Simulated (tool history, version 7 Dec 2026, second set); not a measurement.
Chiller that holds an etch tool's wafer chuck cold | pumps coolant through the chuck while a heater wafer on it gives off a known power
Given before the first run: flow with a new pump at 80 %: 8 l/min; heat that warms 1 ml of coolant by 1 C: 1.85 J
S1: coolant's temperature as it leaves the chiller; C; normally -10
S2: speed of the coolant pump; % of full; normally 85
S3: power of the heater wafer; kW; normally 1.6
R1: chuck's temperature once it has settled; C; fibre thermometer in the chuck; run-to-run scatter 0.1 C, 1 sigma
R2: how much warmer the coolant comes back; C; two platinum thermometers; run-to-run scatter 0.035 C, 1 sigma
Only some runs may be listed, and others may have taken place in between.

run 1 hour=0 | S1=-10 S2=85 S3=1.6 | R1=1.7 R2=6.15
run 2 hour=22.7 | S1=-4 S2=85 S3=1.6 | R1=7.7 R2=6.1
run 3 hour=42.5 | S1=-4 S2=85 S3=1.6 | R1=7.9 R2=6.14
run 4 hour=58.1 | S1=-4 S2=85 S3=1.6 | R1=7.8 R2=6.22
run 5 hour=87 | S1=-10 S2=85 S3=1.6 | R1=1.7 R2=6.11
run 6 hour=112.2 | S1=-10 S2=85 S3=1.6 | R1=1.9 R2=6.13
run 7 hour=135.1 | S1=-10 S2=85 S3=1.6 | R1=2.1 R2=6.2
run 8 hour=164.5 | S1=-10 S2=74 S3=1.6 | R1=3.4 R2=7.15
run 9 hour=178.9 | S1=-10 S2=74 S3=1.6 | R1=3.4 R2=7.29
run 10 hour=206.9 | S1=-10 S2=74 S3=1.6 | R1=3.5 R2=7.25
run 11 hour=241.6 | S1=-10 S2=74 S3=1.6 | R1=3.3 R2=7.26
run 12 hour=268.8 | S1=-10 S2=74 S3=1.6 | R1=3.3 R2=7.24
run 13 hour=288.8 | S1=-10 S2=74 S3=1.6 | R1=3.4 R2=7.25
run 14 hour=303.7 | S1=-10 S2=74 S3=1.6 | R1=3.4 R2=7.2
run 15 hour=321.7 | S1=-10 S2=74 S3=1.6 | R1=3.4 R2=7.19
run 16 hour=338 | S1=-10 S2=74 S3=1.6 | R1=3.5 R2=7.19
run 17 hour=360.9 | S1=-10 S2=74 S3=1.6 | R1=3.5 R2=7.2
run 18 hour=386.6 | S1=-10 S2=74 S3=1.6 | R1=3.4 R2=7.28
run 19 hour=408.8 | S1=-10 S2=74 S3=1.6 | R1=3.5 R2=7.24
run 20 hour=425.2 | S1=-10 S2=74 S3=1.6 | R1=3.6 R2=7.2
run 21 hour=448.8 | S1=-10 S2=73 S3=0.855 | R1=-2.6 R2=3.94

Forecast run 22:
run 22 hour=466.6 | S1=-9 S2=74 S3=1.727 | R1=? R2=?

R1: 5.5 C
R2: 7.87 C
Had the tool carried no hidden state, the very same run would have given R1 3.7 C, R2 7.7 C.
